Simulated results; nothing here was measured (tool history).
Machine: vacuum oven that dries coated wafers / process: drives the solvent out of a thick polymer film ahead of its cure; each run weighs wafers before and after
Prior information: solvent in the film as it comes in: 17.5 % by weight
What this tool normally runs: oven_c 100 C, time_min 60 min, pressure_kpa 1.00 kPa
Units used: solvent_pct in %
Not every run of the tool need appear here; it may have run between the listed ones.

{"run": 1, "hour": 0.0, "oven_c": 100, "time_min": 60, "pressure_kpa": 1.0, "solvent_pct": 3.69}
{"run": 2, "hour": 18.0, "oven_c": 100, "time_min": 60, "pressure_kpa": 3.29, "solvent_pct": 6.05}
{"run": 3, "hour": 39.1, "oven_c": 100, "time_min": 60, "pressure_kpa": 3.45, "solvent_pct": 6.29}
{"run": 4, "hour": 48.3, "oven_c": 100, "time_min": 60, "pressure_kpa": 3.45, "solvent_pct": 6.28}
{"run": 5, "hour": 62.3, "oven_c": 100, "time_min": 60, "pressure_kpa": 3.45, "solvent_pct": 6.3}
{"run": 6, "hour": 74.9, "oven_c": 100, "time_min": 60, "pressure_kpa": 3.45, "solvent_pct": 6.3}
{"run": 7, "hour": 87.2, "oven_c": 100, "time_min": 60, "pressure_kpa": 3.45, "solvent_pct": 6.33}
{"run": 8, "hour": 99.4, "oven_c": 100, "time_min": 60, "pressure_kpa": 1.0, "solvent_pct": 3.69}
{"run": 9, "hour": 109.4, "oven_c": 100, "time_min": 78, "pressure_kpa": 1.0, "solvent_pct": 2.78}
{"run": 10, "hour": 122.5, "oven_c": 100, "time_min": 78, "pressure_kpa": 1.0, "solvent_pct": 2.81}
{"run": 11, "hour": 138.7, "oven_c": 107, "time_min": 60, "pressure_kpa": 1.0, "solvent_pct": 1.95}
{"run": 12, "hour": 148.5, "oven_c": 107, "time_min": 60, "pressure_kpa": 1.0, "solvent_pct": 1.97}
{"run": 13, "hour": 169.0, "oven_c": 107, "time_min": 41, "pressure_kpa": 1.0, "solvent_pct": 3.13}
{"run": 14, "hour": 185.3, "oven_c": 109, "time_min": 60, "pressure_kpa": 1.0, "solvent_pct": 1.58}
{"run": 15, "hour": 205.0, "oven_c": 93, "time_min": 60, "pressure_kpa": 1.0, "solvent_pct": 6.29}
{"run": 16, "hour": 219.1, "oven_c": 107, "time_min": 60, "pressure_kpa": 1.0, "solvent_pct": 1.95}
{"run": 17, "hour": 234.0, "oven_c": 100, "time_min": 60, "pressure_kpa": 1.0, "solvent_pct": 3.83}
{"run": 18, "hour": 253.8, "oven_c": 100, "time_min": 60, "pressure_kpa": 1.0, "solvent_pct": 3.74}
{"run": 19, "hour": 269.5, "oven_c": 100, "time_min": 60, "pressure_kpa": 1.0, "solvent_pct": 3.84}
{"run": 20, "hour": 280.3, "oven_c": 100, "time_min": 60, "pressure_kpa": 1.0, "solvent_pct": 3.83}
{"run": 21, "hour": 292.4, "oven_c": 100, "time_min": 47, "pressure_kpa": 1.0, "solvent_pct": 4.89}
{"run": 22, "hour": 310.8, "oven_c": 100, "time_min": 47, "pressure_kpa": 1.0, "solvent_pct": 4.95}
{"run": 23, "hour": 327.3, "oven_c": 98, "time_min": 60, "pressure_kpa": 1.0, "solvent_pct": 4.5}
{"run": 24, "hour": 339.6, "oven_c": 86, "time_min": 80, "pressure_kpa": 2.01, "solvent_pct": 9.16}
{"run": 25, "hour": 353.0, "oven_c": 98, "time_min": 60, "pressure_kpa": 1.0, "solvent_pct": 4.56}
{"run": 26, "hour": 370.8, "oven_c": 98, "time_min": 60, "pressure_kpa": 2.73, "solvent_pct": 6.46}
{"run": 27, "hour": 385.4, "oven_c": 85, "time_min": 42, "pressure_kpa": 1.0, "solvent_pct": 10.83}
{"run": 28, "hour": 401.5, "oven_c": 85, "time_min": 42, "pressure_kpa": 1.0, "solvent_pct": 10.5}
{"run": 29, "hour": 411.5, "oven_c": 101, "time_min": 71, "pressure_kpa": 0.94, "solvent_pct": 2.89}
{"run": 30, "hour": 428.5, "oven_c": 100, "time_min": 60, "pressure_kpa": 1.31, "solvent_pct": 4.27}
{"run": 31, "hour": 449.4, "oven_c": 87, "time_min": 47, "pressure_kpa": 1.77, "solvent_pct": 10.39}

The next listed run, before its measurement:
{"run": 32, "hour": 464.6, "oven_c": 87, "time_min": 47, "pressure_kpa": 1.77, "solvent_pct": "?"}

{"run 32": {"solvent_pct": 10.62}}
Were there no unlogged condition in the tool, this run, its random variation unchanged, would have produced solvent_pct 10.35 %.

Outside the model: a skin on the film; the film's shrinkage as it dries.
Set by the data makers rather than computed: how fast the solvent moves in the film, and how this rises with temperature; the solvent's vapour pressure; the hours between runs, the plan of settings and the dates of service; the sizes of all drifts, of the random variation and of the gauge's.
